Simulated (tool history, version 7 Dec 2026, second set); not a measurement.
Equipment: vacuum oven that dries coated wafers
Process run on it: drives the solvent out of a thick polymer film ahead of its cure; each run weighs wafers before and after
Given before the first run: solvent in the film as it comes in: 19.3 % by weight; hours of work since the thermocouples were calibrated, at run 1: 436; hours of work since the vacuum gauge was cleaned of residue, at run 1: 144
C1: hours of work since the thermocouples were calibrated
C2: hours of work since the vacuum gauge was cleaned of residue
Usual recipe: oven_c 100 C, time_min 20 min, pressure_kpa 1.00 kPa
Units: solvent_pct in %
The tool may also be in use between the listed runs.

Run 1, hour 0.0: usual settings; C1 436; C2 144. Result: solvent_pct 1.42 %.
Run 2, hour 24.4: usual settings but oven_c 89 C; C1 454; C2 161. Result: solvent_pct 3.59 %.
Run 3, hour 38.7: usual settings but oven_c 101 C; C1 464; C2 172. Result: solvent_pct 1.36 %.
Run 4, hour 62.4: usual settings; C1 481; C2 189. Result: solvent_pct 1.47 %.
Run 5, hour 81.8: usual settings; C1 495; C2 203. Result: solvent_pct 1.45 %.
Run 6, hour 103.6: usual settings but oven_c 104 C; C1 510; C2 218. Result: solvent_pct 1.05 %.
Run 7, hour 131.4: usual settings; C1 530; C2 238. Result: solvent_pct 1.41 %.
Run 8, hour 161.4: usual settings; C1 552; C2 260. Result: solvent_pct 1.44 %.
Run 9, hour 189.4: usual settings but oven_c 109 C; C1 572; C2 280. Result: solvent_pct 0.73 %.
Run 10, hour 202.1: usual settings but oven_c 109 C; C1 581; C2 289. Result: solvent_pct 0.70 %.
Run 11, hour 218.8: usual settings but oven_c 109 C; C1 593; C2 301. Result: solvent_pct 0.75 %.
Run 12, hour 233.9: usual settings but oven_c 91 C; C1 604; C2 312. Result: solvent_pct 3.06 %.
Run 13, hour 248.4: usual settings but oven_c 91 C; C1 614; C2 322. Result: solvent_pct 3.06 %.
Run 14, hour 271.0: usual settings but oven_c 91 C; C1 630; C2 338. Result: solvent_pct 3.06 %.
Run 15, hour 293.4: usual settings but oven_c 96 C; C1 646; C2 354. Result: solvent_pct 2.10 %.
Run 16, hour 308.5: usual settings but oven_c 96 C; C1 657; C2 365. Result: solvent_pct 2.02 %.
Run 17, hour 326.2: usual settings but oven_c 96 C; C1 670; C2 378. Result: solvent_pct 2.01 %.
Run 18, hour 356.4: usual settings but pressure_kpa 2.20 kPa; C1 692; C2 399. Result: solvent_pct 2.45 %.
Run 19, hour 386.2: usual settings but time_min 15 min; C1 713; C2 421. Result: solvent_pct 2.21 %.
Run 20, hour 400.6: usual settings but time_min 15 min; C1 723; C2 431. Result: solvent_pct 2.23 %.
Run 21, hour 413.5: usual settings but time_min 15 min; C1 732; C2 440. Result: solvent_pct 2.22 %.
Run 22, hour 440.7: usual settings but time_min 15 min; C1 752; C2 460. Result: solvent_pct 2.22 %.
Run 23, hour 468.0: usual settings but time_min 11 min; C1 771; C2 479. Result: solvent_pct 3.45 %.
Run 24, hour 485.0: usual settings but oven_c 96 C, time_min 13 min, pressure_kpa 2.66 kPa; C1 784; C2 491. Result: solvent_pct 5.01 %.
Run 25, hour 499.0: usual settings but oven_c 96 C, time_min 13 min, pressure_kpa 2.66 kPa; C1 794; C2 501. Result: solvent_pct 5.08 %.
Run 26, hour 512.2: usual settings but oven_c 105 C, time_min 15 min, pressure_kpa 2.97 kPa; C1 803; C2 511. Result: solvent_pct 2.77 %.
Run 27, hour 533.2: usual settings but oven_c 105 C, time_min 15 min, pressure_kpa 2.97 kPa; C1 818; C2 526. Result: solvent_pct 2.75 %.
Run 28, hour 556.9: usual settings but oven_c 105 C, time_min 15 min, pressure_kpa 1.16 kPa; C1 835; C2 543. Result: solvent_pct 1.50 %.
Run 29, hour 573.4: usual settings but oven_c 105 C, time_min 15 min, pressure_kpa 1.16 kPa; C1 847; C2 555. Result: solvent_pct 1.53 %.
Run 30, hour 586.3: usual settings but oven_c 105 C, time_min 15 min, pressure_kpa 1.16 kPa; C1 856; C2 564. Result: solvent_pct 1.52 %.
Run 31, hour 603.7: usual settings but oven_c 92 C, time_min 22 min, pressure_kpa 1.10 kPa; C1 869; C2 577. Result: solvent_pct 2.66 %.
Run 32, hour 625.2: usual settings but oven_c 97 C, time_min 13 min, pressure_kpa 0.51 kPa; C1 884; C2 592. Result: solvent_pct 3.03 %.
Run 33, hour 643.7: usual settings but oven_c 97 C, time_min 13 min, pressure_kpa 0.51 kPa; C1 897; C2 605. Result: solvent_pct 3.00 %.
Run 34, hour 658.8: usual settings but oven_c 97 C, time_min 13 min, pressure_kpa 0.51 kPa; C1 908; C2 616. Result: solvent_pct 2.99 %.
Run 35, hour 682.4: usual settings but oven_c 97 C, time_min 13 min, pressure_kpa 0.51 kPa; C1 925; C2 633. Result: solvent_pct 2.98 %.
Run 36, hour 703.0: usual settings but oven_c 94 C, pressure_kpa 1.16 kPa; C1 940; C2 648. Result: solvent_pct 2.60 %.
Run 37, hour 728.5: usual settings but oven_c 108 C, time_min 16 min; C1 958; C2 666. Result: solvent_pct 0.99 %.
Run 38, hour 749.4: usual settings but time_min 10 min, pressure_kpa 0.83 kPa; C1 973; C2 681. Result: solvent_pct 3.81 %.
Run 39, hour 775.9: usual settings but oven_c 115 C, time_min 27 min; C1 992; C2 700. Result: solvent_pct 0.49 %.
Run 40, hour 789.5: usual settings but oven_c 111 C, time_min 27 min; C1 1002; C2 710. Result: solvent_pct 0.58 %.
Run 41, hour 814.9: usual settings but oven_c 111 C, time_min 27 min; C1 1020; C2 728. Result: solvent_pct 0.60 %.
Run 42, hour 840.6: usual settings but oven_c 86 C, time_min 23 min, pressure_kpa 1.87 kPa; C1 1038; C2 746. Result: solvent_pct 4.86 %.
Run 43, hour 856.2: usual settings but oven_c 86 C, time_min 23 min, pressure_kpa 1.87 kPa; C1 1050; C2 757. Result: solvent_pct 4.90 %.
Run 44, hour 880.3: usual settings but oven_c 86 C, time_min 22 min, pressure_kpa 2.52 kPa; C1 1067; C2 775. Result: solvent_pct 5.87 %.
Run 45, hour 901.1: usual settings but oven_c 86 C, time_min 22 min, pressure_kpa 2.52 kPa; C1 1082; C2 790. Result: solvent_pct 5.82 %.

Forecast each of these 4 alternatives for the next run:
Run A, hour 925.1: usual settings but oven_c 86 C, time_min 22 min, pressure_kpa 1.10 kPa; C1 1099; C2 807. Result: solvent_pct ?.
Run B, hour 925.1: usual settings but oven_c 92 C, pressure_kpa 3.00 kPa; C1 1099; C2 807. Result: solvent_pct ?.
Run C, hour 925.1: usual settings but oven_c 99 C, pressure_kpa 1.71 kPa; C1 1099; C2 807. Result: solvent_pct ?.
Run D, hour 925.1: usual settings but oven_c 105 C, time_min 32 min; C1 1099; C2 807. Result: solvent_pct ?.

run  solvent_pct
  A         4.10
  B         4.92
  C         2.19
  D         0.74
Had the tool no hidden state, the same runs would have come out as:
run  solvent_pct
  A         4.10
  B         4.92
  C         2.19
  D         0.74

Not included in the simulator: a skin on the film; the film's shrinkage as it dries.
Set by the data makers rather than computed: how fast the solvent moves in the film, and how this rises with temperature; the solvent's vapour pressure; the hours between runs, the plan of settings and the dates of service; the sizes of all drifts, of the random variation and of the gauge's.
